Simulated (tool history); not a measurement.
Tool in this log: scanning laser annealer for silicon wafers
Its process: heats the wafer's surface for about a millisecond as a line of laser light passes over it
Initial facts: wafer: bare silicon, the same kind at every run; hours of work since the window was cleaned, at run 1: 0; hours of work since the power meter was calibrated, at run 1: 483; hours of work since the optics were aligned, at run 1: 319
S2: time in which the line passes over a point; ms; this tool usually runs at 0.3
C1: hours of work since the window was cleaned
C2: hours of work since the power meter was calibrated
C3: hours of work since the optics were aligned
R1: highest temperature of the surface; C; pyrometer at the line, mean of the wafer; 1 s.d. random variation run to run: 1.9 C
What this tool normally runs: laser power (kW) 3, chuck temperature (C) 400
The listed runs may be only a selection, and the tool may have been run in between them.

Run 1, hour 0: usual settings; C1 0; C2 483; C3 319. Result: R1 1219 C.
Run 2, hour 42.1: usual settings; C1 31; C2 514; C3 350. Result: R1 1216 C.
Run 3, hour 90.9: usual settings; C1 66; C2 549; C3 386. Result: R1 1216 C.
Run 4, hour 123.8: usual settings; C1 90; C2 573; C3 410. Result: R1 1207 C.
Run 5, hour 190.9: usual settings; C1 139; C2 622; C3 459. Result: R1 1202 C.
Run 6, hour 265.5: usual settings; C1 194; C2 677; C3 513. Result: R1 1200 C.
Run 7, hour 340: usual settings; C1 248; C2 731; C3 568. Result: R1 1194 C.
Run 8, hour 380.1: usual settings; C1 277; C2 760; C3 597. Result: R1 1196 C.
Run 9, hour 448.6: usual settings; C1 327; C2 810; C3 647. Result: R1 1191 C.
Run 10, hour 497.5: usual settings; C1 363; C2 846; C3 682. Result: R1 1189 C.
Run 11, hour 537: usual settings but S2 0.239 ms; C1 392; C2 875; C3 711. Result: R1 1102 C.
Run 12, hour 582.5: usual settings but S2 0.239 ms; C1 425; C2 908; C3 744. Result: R1 1100 C.
Run 13, hour 621.7: usual settings but S2 0.239 ms; C1 454; C2 936; C3 773. Result: R1 1097 C.
Run 14, hour 655.6: usual settings but S2 0.239 ms; C1 478; C2 961; C3 798. Result: R1 1093 C.
Run 15, hour 686.6: usual settings; C1 501; C2 984; C3 820. Result: R1 1172 C.
At hour 715.2: window over the wafer cleaned.
Run 16, hour 720.1: usual settings; C1 4; C2 1007; C3 843. Result: R1 1162 C.
Run 17, hour 781.2: usual settings but laser power (kW) 2.734; C1 48; C2 1051; C3 888. Result: R1 1078 C.
At hour 858.5: optics aligned, line set to its width.
At hour 861.3: window over the wafer cleaned, once more.
Run 18, hour 861.3: usual settings but laser power (kW) 2.734; C1 0; C2 1105; C3 1. Result: R1 1127 C.
Run 19, hour 907.5: usual settings but laser power (kW) 2.733; C1 34; C2 1138; C3 34. Result: R1 1127 C.
Run 20, hour 954.6: usual settings; C1 68; C2 1173; C3 69. Result: R1 1212 C.
Run 21, hour 1028.9: usual settings but S2 0.321 ms; C1 122; C2 1227; C3 123. Result: R1 1234 C.
Run 22, hour 1079.9: usual settings but laser power (kW) 2.758, S2 0.348 ms; C1 160; C2 1264; C3 160. Result: R1 1177 C.
Run 23, hour 1111.6: usual settings but laser power (kW) 3.002; C1 183; C2 1287; C3 183. Result: R1 1201 C.
Run 24, hour 1164.3: usual settings but laser power (kW) 3.107, S2 0.329 ms, chuck temperature (C) 383; C1 221; C2 1326; C3 222. Result: R1 1255 C.
Run 25, hour 1208.8: usual settings but laser power (kW) 3.107, S2 0.329 ms, chuck temperature (C) 383; C1 254; C2 1358; C3 254. Result: R1 1256 C.
Run 26, hour 1279.7: usual settings but laser power (kW) 2.843, S2 0.359 ms, chuck temperature (C) 395; C1 305; C2 1410; C3 306. Result: R1 1200 C.
Run 27, hour 1312.2: usual settings but laser power (kW) 3.151, S2 0.218 ms, chuck temperature (C) 399; C1 329; C2 1434; C3 330. Result: R1 1117 C.
Run 28, hour 1367.7: usual settings but laser power (kW) 2.967, S2 0.271 ms; C1 369; C2 1474; C3 370. Result: R1 1136 C.
Run 29, hour 1398.2: usual settings but laser power (kW) 2.651, S2 0.347 ms, chuck temperature (C) 384; C1 392; C2 1496; C3 392. Result: R1 1103 C.
Run 30, hour 1436.8: usual settings but laser power (kW) 2.581, S2 0.354 ms; C1 420; C2 1525; C3 420. Result: R1 1095 C.
Run 31, hour 1486.8: usual settings but laser power (kW) 2.581, S2 0.354 ms; C1 456; C2 1561; C3 457. Result: R1 1096 C.
Run 32, hour 1534.9: usual settings but laser power (kW) 2.59, chuck temperature (C) 431; C1 492; C2 1596; C3 492. Result: R1 1073 C.

Forecast run 33:
At hour 1576.6: window over the wafer cleaned.
Run 33, hour 1589.2: usual settings but laser power (kW) 2.868; C1 9; C2 1634; C3 530. Result: R1 ?.

Run 33 came out at R1 1164 C.
Had the tool carried no hidden state, the very same run would have given R1 1185 C.

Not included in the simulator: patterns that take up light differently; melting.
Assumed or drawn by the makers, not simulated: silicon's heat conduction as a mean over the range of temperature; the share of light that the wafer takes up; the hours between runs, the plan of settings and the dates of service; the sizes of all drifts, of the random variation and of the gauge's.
